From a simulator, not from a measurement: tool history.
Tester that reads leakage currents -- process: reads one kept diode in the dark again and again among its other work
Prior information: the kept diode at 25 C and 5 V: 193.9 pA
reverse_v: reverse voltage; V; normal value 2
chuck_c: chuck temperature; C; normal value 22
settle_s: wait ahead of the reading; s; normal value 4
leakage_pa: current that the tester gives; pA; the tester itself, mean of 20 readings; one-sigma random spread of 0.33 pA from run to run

run	hour	reverse_v	chuck_c	settle_s	leakage_pa
1	0	2	22	4	108.49
2	25.4	2	25	4	138.7
3	50.4	2	25	4	138.62
# hour 58.5: chuck's temperature calibrated
4	87.4	2	25	4	138.68
5	124.5	2	25	4	138.56
6	147.5	2	25	4	138.81
7	184.7	2	25	4	138.75
8	222	2	25	4	138.93
9	251.5	1.01	22	4	83.87
10	270.8	1.01	22	4	84.14
11	306.9	2.09	22	4	110.13
12	338.1	2.09	22	4	109.82
13	354.6	2	21	0.38	100.65
14	387.8	17.3	34	4	620.84
15	424.9	3.12	42	1.53	604.93
16	454.6	10.1	43	3.14	998.07
17	487	10.1	43	3.14	997.92
18	515.7	5.05	26	3.72	212.14
19	532.6	5.05	26	3.72	211.28
20	557.9	8.46	22	4	185.39
21	596	8.46	22	4	184.67
22	629.3	1.49	31	1.15	200.37
23	666.2	11.5	22	8.87	206.92

Each row is a separate what-if for the run after 23, all from the same tool condition, not one after another. Results?
A	699.1	14.92	24	4	?
B	699.1	2.28	22	4.03	?
C	699.1	11.5	32	5.61	?

run	leakage_pa
A	268.78
B	113.53
C	458.11
What these runs would have given with no unlogged condition in the tool:
run	leakage_pa
A	268.65
B	113.48
C	457.92
